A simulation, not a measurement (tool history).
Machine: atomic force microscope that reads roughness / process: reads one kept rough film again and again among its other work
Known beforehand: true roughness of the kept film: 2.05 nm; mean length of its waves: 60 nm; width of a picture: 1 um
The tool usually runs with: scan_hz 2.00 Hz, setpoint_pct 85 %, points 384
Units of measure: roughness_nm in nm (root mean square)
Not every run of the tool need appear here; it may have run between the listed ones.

Run 1, day 0.000: usual settings. Result: roughness_nm 1.754 nm (root mean square).
Run 2, day 0.750: usual settings but setpoint_pct 60 %. Result: roughness_nm 1.878 nm (root mean square).
Run 3, day 1.642: usual settings but setpoint_pct 60 %. Result: roughness_nm 1.834 nm (root mean square).
Run 4, day 2.146: usual settings but points 260. Result: roughness_nm 1.675 nm (root mean square).
At day 2.825: new tip fitted.
Run 5, day 2.879: usual settings. Result: roughness_nm 1.776 nm (root mean square).
Run 6, day 3.738: usual settings but points 803. Result: roughness_nm 1.752 nm (root mean square).
Run 7, day 4.358: usual settings but points 354. Result: roughness_nm 1.750 nm (root mean square).
Run 8, day 5.012: usual settings but points 354. Result: roughness_nm 1.725 nm (root mean square).
Run 9, day 5.804: usual settings. Result: roughness_nm 1.698 nm (root mean square).
Run 10, day 6.425: usual settings. Result: roughness_nm 1.660 nm (root mean square).
Run 11, day 6.938: usual settings. Result: roughness_nm 1.658 nm (root mean square).
At day 7.004: new tip fitted.
Run 12, day 7.846: usual settings. Result: roughness_nm 1.744 nm (root mean square).
Run 13, day 8.617: usual settings. Result: roughness_nm 1.732 nm (root mean square).
Run 14, day 8.988: usual settings. Result: roughness_nm 1.726 nm (root mean square).
Run 15, day 9.450: usual settings but points 925. Result: roughness_nm 1.711 nm (root mean square).

Run 16, settings as shown, results not yet in. Your forecast:
Run 16, day 10.167: usual settings but scan_hz 0.91 Hz, points 910. Result: roughness_nm ?.

{"run 16": {"roughness_nm": 1.789}}
Without the tool's hidden state the same run would have given roughness_nm 1.893 nm (root mean square).
